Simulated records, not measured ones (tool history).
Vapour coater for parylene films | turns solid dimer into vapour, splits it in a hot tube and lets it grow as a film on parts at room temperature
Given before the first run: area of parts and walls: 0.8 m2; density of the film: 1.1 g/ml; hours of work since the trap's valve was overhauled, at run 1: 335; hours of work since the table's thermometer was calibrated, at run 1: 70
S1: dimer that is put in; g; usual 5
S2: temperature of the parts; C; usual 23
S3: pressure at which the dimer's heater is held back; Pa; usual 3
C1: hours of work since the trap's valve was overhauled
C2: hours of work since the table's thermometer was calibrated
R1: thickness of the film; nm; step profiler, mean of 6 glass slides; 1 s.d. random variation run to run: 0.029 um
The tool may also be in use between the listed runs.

run 1 hour=0 | S1=5 S2=23 S3=3 | C1=335 C2=70 | R1=4160
run 2 hour=8.6 | S1=5 S2=23 S3=3 | C1=339 C2=74 | R1=4110
run 3 hour=15.4 | S1=5 S2=23 S3=3 | C1=343 C2=78 | R1=4160
run 4 hour=22.3 | S1=5 S2=23 S3=8.96 | C1=346 C2=81 | R1=3490
run 5 hour=37 | S1=5 S2=23 S3=3 | C1=354 C2=89 | R1=4140
run 6 hour=52.8 | S1=5 S2=23 S3=3 | C1=363 C2=98 | R1=4130
run 7 hour=59.6 | S1=5 S2=23 S3=3 | C1=366 C2=101 | R1=4150
run 8 hour=68.3 | S1=5 S2=23 S3=3 | C1=371 C2=106 | R1=4090
run 9 hour=81.5 | S1=5 S2=23 S3=3 | C1=378 C2=113 | R1=4090
run 10 hour=97.4 | S1=5 S2=23 S3=2.9 | C1=387 C2=122 | R1=4170
run 11 hour=109.6 | S1=8 S2=23 S3=2.9 | C1=393 C2=128 | R1=6620
run 12 hour=118.4 | S1=8 S2=18 S3=2.9 | C1=398 C2=133 | R1=8050
run 13 hour=130.4 | S1=4 S2=31 S3=3 | C1=404 C2=139 | R1=2330
run 14 hour=145.6 | S1=4 S2=31 S3=4.3 | C1=412 C2=147 | R1=2200
-- hour=147.3 table's thermometer calibrated
run 15 hour=155 | S1=4 S2=31 S3=4.17 | C1=417 C2=4 | R1=2220
run 16 hour=170.2 | S1=4 S2=31 S3=4.17 | C1=425 C2=12 | R1=2260
-- hour=175.3 table's thermometer calibrated, once more
run 17 hour=179.3 | S1=2 S2=29 S3=10.98 | C1=429 C2=2 | R1=1010
run 18 hour=189 | S1=6 S2=21 S3=2.81 | C1=434 C2=7 | R1=5370
run 19 hour=196.9 | S1=2 S2=17 S3=10.32 | C1=439 C2=12 | R1=1710
run 20 hour=205.3 | S1=2 S2=17 S3=10.32 | C1=443 C2=16 | R1=1690
run 21 hour=217.1 | S1=8 S2=23 S3=3 | C1=449 C2=22 | R1=6430

3 options for the next run, each taken on its own from the tool as it stands now. Forecast them:
run A hour=229.3 | S1=3 S2=23 S3=3 | C1=456 C2=29 | R1=?
run B hour=229.3 | S1=4 S2=21 S3=10.26 | C1=456 C2=29 | R1=?
run C hour=229.3 | S1=2 S2=17 S3=9.96 | C1=456 C2=29 | R1=?

run=A R1=2420
run=B R1=2830
run=C R1=1700
Had the tool no hidden state, the same runs would have come out as:
run=A R1=2560
run=B R1=3000
run=C R1=1800
